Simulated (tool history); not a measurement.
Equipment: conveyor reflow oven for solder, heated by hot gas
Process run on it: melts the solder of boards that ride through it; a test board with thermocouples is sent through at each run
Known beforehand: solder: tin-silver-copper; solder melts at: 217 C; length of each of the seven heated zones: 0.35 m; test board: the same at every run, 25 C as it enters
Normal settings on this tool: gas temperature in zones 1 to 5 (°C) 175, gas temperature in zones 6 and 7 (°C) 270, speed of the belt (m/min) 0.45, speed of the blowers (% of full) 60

run,hour,gas temperature in zones 1 to 5 (°C),gas temperature in zones 6 and 7 (°C),speed of the belt (m/min),speed of the blowers (% of full),highest temperature of the board (°C),time above the solder's melting point (s)
1,0,175,270,0.45,60,253.7,70.8
2,16.9,175,270,0.366,60,259.5,95.4
3,36.6,175,270,0.366,60,260.3,96.1
4,54.8,175,270,0.366,60,259.5,95.7
5,69.4,175,270,0.366,60,259.3,96
6,91,180,270,0.45,60,254.7,73.8
7,107.6,180,270,0.45,60,254.3,74
8,125.8,180,270,0.45,60,254.2,73.4
9,149,175,270,0.445,60,254,72.4
10,168.6,175,270,0.445,60,253.6,72.8
11,191.2,175,270,0.45,60,253.8,71.7
12,211.3,175,270,0.424,60,255.4,78
13,222.9,175,270,0.424,60,255.5,78
14,233.1,175,270,0.45,60,253.4,71.4
15,252.9,175,270,0.45,60,253.7,72.1
# hour 258.9: belt drive overhauled, speed set with a stopwatch
16,267.8,169,270,0.45,60,252.4,67.5
17,287.2,175,270,0.438,60,254.7,74.6
18,300.8,175,270,0.438,60,254.3,74.9
19,316.6,180,267,0.45,60,252,72.9
20,326.6,181,272,0.45,53,254.2,74.5
# hour 344.4: belt drive overhauled, speed set with a stopwatch, once more
21,348.7,175,279,0.439,60,262,78.7
22,370.2,186,284,0.502,67,265.7,75.5
# hour 376.6: flux residue cleaned out of gas plates and filters
23,399.1,175,276,0.45,73,262.8,78.5
24,409.6,173,285,0.45,73,270.8,83.2
25,427.4,175,270,0.45,51,250.5,67.3
26,440.5,183,264,0.477,60,248.4,65.4
27,459.1,187,264,0.529,60,245.7,57.4
28,481.5,187,264,0.409,60,253.7,85.7
29,493.6,187,263,0.483,85,253.7,72.9
30,507.2,161,263,0.483,85,249.5,59.4

5 options for the next run, each taken on its own from the tool as it stands now. Forecast them:
A,528.1,175,262,0.45,60,?,?
B,528.1,175,270,0.538,60,?,?
C,528.1,187,263,0.483,85,?,?
D,528.1,182,283,0.483,68,?,?
E,528.1,164,263,0.426,86,?,?

run,highest temperature of the board (°C),time above the solder's melting point (s)
A,247,64.7
B,247.3,52.9
C,253.7,73
D,266.6,77.8
E,253.6,73.8
With no hidden state in the tool, these same runs would have given:
run,highest temperature of the board (°C),time above the solder's melting point (s)
A,246.4,64
B,246.8,52.4
C,253.1,72.5
D,266.1,77.3
E,253.1,73.3
